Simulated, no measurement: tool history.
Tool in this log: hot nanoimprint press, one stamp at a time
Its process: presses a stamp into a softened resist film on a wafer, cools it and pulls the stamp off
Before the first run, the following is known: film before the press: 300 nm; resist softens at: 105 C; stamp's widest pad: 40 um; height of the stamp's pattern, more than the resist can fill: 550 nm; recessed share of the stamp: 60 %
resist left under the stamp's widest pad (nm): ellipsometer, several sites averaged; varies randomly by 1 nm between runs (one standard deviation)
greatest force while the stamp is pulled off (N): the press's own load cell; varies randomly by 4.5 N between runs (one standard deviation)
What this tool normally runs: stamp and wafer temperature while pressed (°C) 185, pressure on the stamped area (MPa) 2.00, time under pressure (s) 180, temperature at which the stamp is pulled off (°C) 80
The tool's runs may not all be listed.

run	day	stamp and wafer temperature while pressed (°C)	pressure on the stamped area (MPa)	time under pressure (s)	temperature at which the stamp is pulled off (°C)	resist left under the stamp's widest pad (nm)	greatest force while the stamp is pulled off (N)
1	0.000	185	2.00	180	80	156.9	260
2	2.192	192	2.00	180	80	131.3	270
# day 4.421: stamp cleaned and given a new release coat
3	4.575	192	2.00	180	80	130.7	219
# day 5.925: press's hydraulic seals changed and the load cell set to zero
# day 6.379: plate thermocouple calibrated
4	7.238	192	1.53	180	80	146.4	227
5	8.888	185	2.00	180	80	153.8	241
6	10.542	185	2.00	180	80	155.1	256
7	12.246	185	2.00	180	80	156.8	263
8	14.408	185	2.00	180	80	156.2	267
9	15.679	185	2.00	180	80	159.3	283
# day 16.233: stamp cleaned and given a new release coat
10	18.254	185	2.00	180	80	156.6	245
# day 20.062: plate thermocouple calibrated, once more
11	20.858	185	2.00	180	80	148.3	242
12	22.750	185	2.00	180	80	147.7	250
13	25.025	185	1.83	180	80	155.1	256
14	27.238	185	1.83	180	80	155.7	282
# day 27.650: stamp cleaned and given a new release coat
15	29.575	185	1.83	180	80	157.5	240
16	31.492	189	1.80	180	80	141.7	236
17	33.154	189	1.80	162	80	147.1	248
18	34.558	197	1.38	181	66	133.4	309
19	36.596	190	2.00	319	80	107.9	264
20	37.846	185	2.00	254	71	135.0	308
# day 38.938: stamp cleaned and given a new release coat
21	40.521	186	2.38	230	80	126.1	233
22	42.517	186	2.38	230	80	125.7	239

What does the tool deliver on the next run?
23	44.542	185	2.24	195	84	?	?

resist left under the stamp's widest pad (nm): 143.6
greatest force while the stamp is pulled off (N): 241
With no hidden state in the tool, this same run would have given resist left under the stamp's widest pad (nm) 135.0, greatest force while the stamp is pulled off (N) 210.

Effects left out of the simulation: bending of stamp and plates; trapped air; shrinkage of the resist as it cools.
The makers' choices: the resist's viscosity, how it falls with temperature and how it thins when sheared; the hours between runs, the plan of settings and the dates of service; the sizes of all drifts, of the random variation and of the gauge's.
